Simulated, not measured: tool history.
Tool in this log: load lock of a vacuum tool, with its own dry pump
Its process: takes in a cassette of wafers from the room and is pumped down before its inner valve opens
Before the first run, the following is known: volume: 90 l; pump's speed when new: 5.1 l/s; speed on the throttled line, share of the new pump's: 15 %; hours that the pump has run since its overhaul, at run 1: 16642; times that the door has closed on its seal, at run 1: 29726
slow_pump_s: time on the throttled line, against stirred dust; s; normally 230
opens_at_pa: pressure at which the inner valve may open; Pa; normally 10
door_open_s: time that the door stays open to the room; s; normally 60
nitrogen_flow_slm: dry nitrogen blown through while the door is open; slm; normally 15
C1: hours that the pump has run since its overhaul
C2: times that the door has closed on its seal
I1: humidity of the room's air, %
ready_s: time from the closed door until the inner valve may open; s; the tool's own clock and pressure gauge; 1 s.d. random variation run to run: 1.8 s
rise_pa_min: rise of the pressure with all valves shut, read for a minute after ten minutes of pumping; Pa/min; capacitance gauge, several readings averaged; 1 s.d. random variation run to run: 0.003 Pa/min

run 1 hour=0.0 | slow_pump_s=230 opens_at_pa=10 door_open_s=60 nitrogen_flow_slm=15 | C1=16642 C2=29726 | I1=42.7 | ready_s=391.2 rise_pa_min=0.134
run 2 hour=283.3 | slow_pump_s=230 opens_at_pa=11 door_open_s=60 nitrogen_flow_slm=15 | C1=16926 C2=30299 | I1=44.8 | ready_s=386.4 rise_pa_min=0.132
run 3 hour=601.6 | slow_pump_s=330 opens_at_pa=11 door_open_s=60 nitrogen_flow_slm=15 | C1=17244 C2=30942 | I1=43.6 | ready_s=467.7 rise_pa_min=0.147
run 4 hour=805.8 | slow_pump_s=259 opens_at_pa=11 door_open_s=60 nitrogen_flow_slm=15 | C1=17448 C2=31355 | I1=45.3 | ready_s=409.4 rise_pa_min=0.144
run 5 hour=1234.6 | slow_pump_s=230 opens_at_pa=10 door_open_s=60 nitrogen_flow_slm=13 | C1=17877 C2=32222 | I1=41.3 | ready_s=394.3 rise_pa_min=0.155
run 6 hour=1607.1 | slow_pump_s=230 opens_at_pa=10 door_open_s=60 nitrogen_flow_slm=13 | C1=18250 C2=32975 | I1=45.6 | ready_s=390.7 rise_pa_min=0.154
run 7 hour=1947.1 | slow_pump_s=230 opens_at_pa=10 door_open_s=60 nitrogen_flow_slm=24 | C1=18590 C2=33662 | I1=45.1 | ready_s=392.7 rise_pa_min=0.147
run 8 hour=2430.7 | slow_pump_s=230 opens_at_pa=10 door_open_s=60 nitrogen_flow_slm=24 | C1=19073 C2=34640 | I1=41.6 | ready_s=390.7 rise_pa_min=0.161
run 9 hour=2724.5 | slow_pump_s=230 opens_at_pa=10 door_open_s=60 nitrogen_flow_slm=24 | C1=19367 C2=35234 | I1=45.4 | ready_s=396.6 rise_pa_min=0.161
run 10 hour=3017.0 | slow_pump_s=230 opens_at_pa=10 door_open_s=60 nitrogen_flow_slm=9 | C1=19659 C2=35825 | I1=48.0 | ready_s=397.6 rise_pa_min=0.182
run 11 hour=3380.2 | slow_pump_s=230 opens_at_pa=10 door_open_s=60 nitrogen_flow_slm=9 | C1=20023 C2=36560 | I1=45.8 | ready_s=397.6 rise_pa_min=0.185
run 12 hour=3578.2 | slow_pump_s=373 opens_at_pa=10 door_open_s=60 nitrogen_flow_slm=15 | C1=20221 C2=36960 | I1=44.0 | ready_s=510.0 rise_pa_min=0.182
run 13 hour=3975.5 | slow_pump_s=373 opens_at_pa=10 door_open_s=60 nitrogen_flow_slm=15 | C1=20618 C2=37763 | I1=44.8 | ready_s=513.0 rise_pa_min=0.185
run 14 hour=4189.4 | slow_pump_s=372 opens_at_pa=10 door_open_s=60 nitrogen_flow_slm=15 | C1=20832 C2=38196 | I1=45.7 | ready_s=514.3 rise_pa_min=0.186
run 15 hour=4439.3 | slow_pump_s=372 opens_at_pa=10 door_open_s=60 nitrogen_flow_slm=15 | C1=21082 C2=38701 | I1=47.0 | ready_s=514.3 rise_pa_min=0.199
-- hour=4516.6 door's seal changed, seat wiped
run 16 hour=4840.6 | slow_pump_s=372 opens_at_pa=10 door_open_s=60 nitrogen_flow_slm=15 | C1=21482 C2=655 | I1=43.5 | ready_s=516.0 rise_pa_min=0.024
run 17 hour=5144.1 | slow_pump_s=372 opens_at_pa=10 door_open_s=60 nitrogen_flow_slm=15 | C1=21785 C2=1268 | I1=46.8 | ready_s=514.7 rise_pa_min=0.021
run 18 hour=5545.4 | slow_pump_s=133 opens_at_pa=10 door_open_s=60 nitrogen_flow_slm=25 | C1=22186 C2=2080 | I1=43.0 | ready_s=323.9 rise_pa_min=0.022
run 19 hour=5816.1 | slow_pump_s=133 opens_at_pa=10 door_open_s=60 nitrogen_flow_slm=25 | C1=22457 C2=2627 | I1=42.5 | ready_s=324.2 rise_pa_min=0.013
-- hour=5853.3 dry pump taken out, an overhauled one fitted
run 20 hour=6060.6 | slow_pump_s=133 opens_at_pa=10 door_open_s=60 nitrogen_flow_slm=25 | C1=207 C2=3109 | I1=46.9 | ready_s=277.6 rise_pa_min=0.026
run 21 hour=6481.2 | slow_pump_s=230 opens_at_pa=9 door_open_s=60 nitrogen_flow_slm=4 | C1=628 C2=3960 | I1=47.5 | ready_s=362.6 rise_pa_min=0.039
run 22 hour=6908.8 | slow_pump_s=230 opens_at_pa=9 door_open_s=60 nitrogen_flow_slm=4 | C1=1056 C2=4824 | I1=44.8 | ready_s=362.3 rise_pa_min=0.043
run 23 hour=7152.0 | slow_pump_s=133 opens_at_pa=10 door_open_s=187 nitrogen_flow_slm=6 | C1=1299 C2=5316 | I1=47.5 | ready_s=282.4 rise_pa_min=0.074
run 24 hour=7478.8 | slow_pump_s=230 opens_at_pa=10 door_open_s=60 nitrogen_flow_slm=13 | C1=1625 C2=5976 | I1=46.0 | ready_s=360.8 rise_pa_min=0.035

Forecast run 25:
run 25 hour=7702.2 | slow_pump_s=230 opens_at_pa=10 door_open_s=60 nitrogen_flow_slm=13 | C1=1849 C2=6428 | I1=45.8 | ready_s=? rise_pa_min=?

{"run 25": {"ready_s": 361.3, "rise_pa_min": 0.035}}
Minus the tool's unlogged condition, the same run would have read ready_s 358.1 s, rise_pa_min 0.024 Pa/min.

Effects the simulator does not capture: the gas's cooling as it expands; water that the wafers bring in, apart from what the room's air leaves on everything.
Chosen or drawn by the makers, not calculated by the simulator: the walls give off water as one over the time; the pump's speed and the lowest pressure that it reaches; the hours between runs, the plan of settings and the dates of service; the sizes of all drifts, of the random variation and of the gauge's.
